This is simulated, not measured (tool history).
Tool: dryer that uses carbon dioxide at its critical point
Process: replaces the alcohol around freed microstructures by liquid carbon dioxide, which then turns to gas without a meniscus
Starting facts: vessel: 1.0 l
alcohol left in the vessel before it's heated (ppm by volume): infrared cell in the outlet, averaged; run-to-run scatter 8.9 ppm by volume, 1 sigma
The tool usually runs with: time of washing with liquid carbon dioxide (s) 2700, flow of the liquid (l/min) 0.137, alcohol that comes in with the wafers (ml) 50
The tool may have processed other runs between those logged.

| run | hour | time of washing with liquid carbon dioxide (s) | flow of the liquid (l/min) | alcohol that comes in with the wafers (ml) | alcohol left in the vessel before it's heated (ppm by volume) |
|---|---|---|---|---|---|
| 1 | 0.0 | 2700 | 0.137 | 50 | 515 |
| 2 | 27.9 | 2700 | 0.137 | 87 | 945 |
| 3 | 51.2 | 2100 | 0.137 | 50 | 1479 |
| 4 | 80.9 | 2700 | 0.163 | 50 | 260 |
| 5 | 113.0 | 2700 | 0.163 | 50 | 266 |
| 6 | 140.3 | 2700 | 0.163 | 50 | 299 |
| 7 | 172.7 | 2700 | 0.163 | 50 | 327 |
| 8 | 198.6 | 3000 | 0.163 | 50 | 214 |
| 9 | 219.8 | 3000 | 0.163 | 50 | 243 |
| 10 | 239.2 | 3000 | 0.163 | 50 | 242 |
| 11 | 279.1 | 3000 | 0.163 | 50 | 270 |
| 12 | 311.3 | 3000 | 0.163 | 50 | 275 |
| 13 | 333.2 | 2700 | 0.137 | 43 | 835 |
| 14 | 355.2 | 2700 | 0.137 | 43 | 880 |
| 15 | 382.7 | 2700 | 0.137 | 50 | 1068 |
| 16 | 402.0 | 2700 | 0.137 | 50 | 1145 |
|  | 421.7 | inlet filter changed |
| 17 | 442.3 | 2700 | 0.137 | 50 | 595 |
| 18 | 468.0 | 3900 | 0.137 | 50 | 179 |
| 19 | 504.0 | 3900 | 0.137 | 50 | 187 |
| 20 | 529.9 | 3900 | 0.137 | 50 | 210 |
| 21 | 554.2 | 3900 | 0.137 | 50 | 203 |
| 22 | 575.4 | 2700 | 0.137 | 50 | 749 |
| 23 | 600.5 | 2700 | 0.137 | 50 | 793 |
| 24 | 632.9 | 2040 | 0.097 | 31 | 3448 |
| 25 | 671.2 | 3180 | 0.191 | 50 | 183 |
| 26 | 711.8 | 3780 | 0.207 | 36 | 160 |
| 27 | 732.4 | 3960 | 0.101 | 68 | 1025 |
| 28 | 763.7 | 3960 | 0.101 | 68 | 1108 |
| 29 | 792.2 | 3180 | 0.095 | 41 | 1860 |
| 30 | 811.3 | 3600 | 0.133 | 21 | 305 |
| 31 | 836.9 | 2700 | 0.106 | 50 | 2766 |
|  | 864.2 | inlet filter changed |
| 32 | 868.9 | 2220 | 0.103 | 106 | 6769 |
| 33 | 898.6 | 3420 | 0.136 | 48 | 347 |
| 34 | 935.3 | 3420 | 0.137 | 50 | 375 |
| 35 | 953.3 | 1740 | 0.137 | 40 | 2462 |
| 36 | 990.6 | 1860 | 0.201 | 23 | 432 |
| 37 | 1017.4 | 1860 | 0.201 | 23 | 458 |
| 38 | 1040.2 | 2580 | 0.137 | 50 | 1041 |
| 39 | 1071.3 | 2700 | 0.232 | 34 | 241 |
| 40 | 1111.5 | 2700 | 0.232 | 34 | 261 |
| 41 | 1152.3 | 3720 | 0.138 | 31 | 354 |
| 42 | 1180.1 | 3780 | 0.137 | 50 | 419 |
| 43 | 1208.6 | 2700 | 0.149 | 50 | 873 |
| 44 | 1248.9 | 2700 | 0.093 | 32 | 2618 |
| 45 | 1266.7 | 2820 | 0.093 | 80 | 5444 |
|  | 1305.4 | inlet filter changed |
| 46 | 1307.6 | 2820 | 0.093 | 80 | 3667 |

Predict each of these 5 candidate next runs independently; none follows another, all start after run 46:
| A | 1346.1 | 2820 | 0.106 | 117 | ? |
| B | 1346.1 | 2820 | 0.160 | 101 | ? |
| C | 1346.1 | 1800 | 0.091 | 32 | ? |
| D | 1346.1 | 2700 | 0.127 | 42 | ? |
| E | 1346.1 | 2340 | 0.137 | 50 | ? |

| run | alcohol left in the vessel before it's heated (ppm by volume) |
|---|---|
| A | 3413 |
| B | 639 |
| C | 4914 |
| D | 918 |
| E | 1254 |
Without the tool's hidden state the same runs would have given:
| run | alcohol left in the vessel before it's heated (ppm by volume) |
|---|---|
| A | 2953 |
| B | 325 |
| C | 4479 |
| D | 592 |
| E | 910 |
